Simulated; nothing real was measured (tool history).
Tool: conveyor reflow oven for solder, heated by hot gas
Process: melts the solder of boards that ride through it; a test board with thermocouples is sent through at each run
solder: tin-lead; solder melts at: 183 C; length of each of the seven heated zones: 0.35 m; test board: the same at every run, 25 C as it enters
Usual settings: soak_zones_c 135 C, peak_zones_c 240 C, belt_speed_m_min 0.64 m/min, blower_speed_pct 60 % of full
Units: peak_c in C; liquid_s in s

run 1 hour=0 | soak_zones_c=135 peak_zones_c=240 belt_speed_m_min=0.64 blower_speed_pct=60 | peak_c=222 liquid_s=52.2
run 2 hour=20.8 | soak_zones_c=135 peak_zones_c=240 belt_speed_m_min=0.64 blower_speed_pct=60 | peak_c=222.1 liquid_s=52.2
run 3 hour=36.7 | soak_zones_c=135 peak_zones_c=240 belt_speed_m_min=0.64 blower_speed_pct=60 | peak_c=222 liquid_s=51.7
run 4 hour=54 | soak_zones_c=135 peak_zones_c=254 belt_speed_m_min=0.64 blower_speed_pct=60 | peak_c=234.8 liquid_s=58.1
run 5 hour=64.1 | soak_zones_c=135 peak_zones_c=254 belt_speed_m_min=0.64 blower_speed_pct=60 | peak_c=234.4 liquid_s=58.6
run 6 hour=81.4 | soak_zones_c=135 peak_zones_c=240 belt_speed_m_min=0.64 blower_speed_pct=60 | peak_c=221.8 liquid_s=52.2
run 7 hour=102 | soak_zones_c=135 peak_zones_c=240 belt_speed_m_min=0.64 blower_speed_pct=60 | peak_c=221.8 liquid_s=51.7
run 8 hour=117.4 | soak_zones_c=120 peak_zones_c=250 belt_speed_m_min=0.64 blower_speed_pct=51 | peak_c=225.5 liquid_s=49.7
run 9 hour=135.1 | soak_zones_c=120 peak_zones_c=250 belt_speed_m_min=0.544 blower_speed_pct=51 | peak_c=232.2 liquid_s=63.5
-- hour=140.5 belt drive overhauled, speed set with a stopwatch
run 10 hour=150.1 | soak_zones_c=127 peak_zones_c=248 belt_speed_m_min=0.704 blower_speed_pct=76 | peak_c=227.2 liquid_s=48.6
run 11 hour=171.1 | soak_zones_c=144 peak_zones_c=254 belt_speed_m_min=0.578 blower_speed_pct=54 | peak_c=238.3 liquid_s=70.7
run 12 hour=187.4 | soak_zones_c=144 peak_zones_c=254 belt_speed_m_min=0.578 blower_speed_pct=54 | peak_c=238.3 liquid_s=70.2
-- hour=194.6 belt drive overhauled, speed set with a stopwatch, once more
run 13 hour=205.7 | soak_zones_c=144 peak_zones_c=254 belt_speed_m_min=0.578 blower_speed_pct=54 | peak_c=237.6 liquid_s=68.7
run 14 hour=216 | soak_zones_c=133 peak_zones_c=235 belt_speed_m_min=0.578 blower_speed_pct=54 | peak_c=218.4 liquid_s=54.4

4 ways to go on from here, each from the tool as it stands after run 14. What would each give?
-- hour=235.1 flux residue cleaned out of gas plates and filters
run A hour=235.1 | soak_zones_c=138 peak_zones_c=235 belt_speed_m_min=0.741 blower_speed_pct=54 | peak_c=? liquid_s=?
-- hour=235.1 flux residue cleaned out of gas plates and filters
run B hour=235.1 | soak_zones_c=133 peak_zones_c=236 belt_speed_m_min=0.756 blower_speed_pct=53 | peak_c=? liquid_s=?
-- hour=235.1 flux residue cleaned out of gas plates and filters
run C hour=235.1 | soak_zones_c=134 peak_zones_c=235 belt_speed_m_min=0.578 blower_speed_pct=54 | peak_c=? liquid_s=?
-- hour=235.1 flux residue cleaned out of gas plates and filters
run D hour=235.1 | soak_zones_c=135 peak_zones_c=240 belt_speed_m_min=0.64 blower_speed_pct=66 | peak_c=? liquid_s=?

run=A peak_c=211.6 liquid_s=37.7
run=B peak_c=210.2 liquid_s=34.2
run=C peak_c=219.6 liquid_s=54.8
run=D peak_c=223.6 liquid_s=52.9
Without the tool's hidden state the same runs would have given:
run=A peak_c=211.7 liquid_s=37.8
run=B peak_c=210.3 liquid_s=34.3
run=C peak_c=219.7 liquid_s=54.8
run=D peak_c=223.8 liquid_s=53

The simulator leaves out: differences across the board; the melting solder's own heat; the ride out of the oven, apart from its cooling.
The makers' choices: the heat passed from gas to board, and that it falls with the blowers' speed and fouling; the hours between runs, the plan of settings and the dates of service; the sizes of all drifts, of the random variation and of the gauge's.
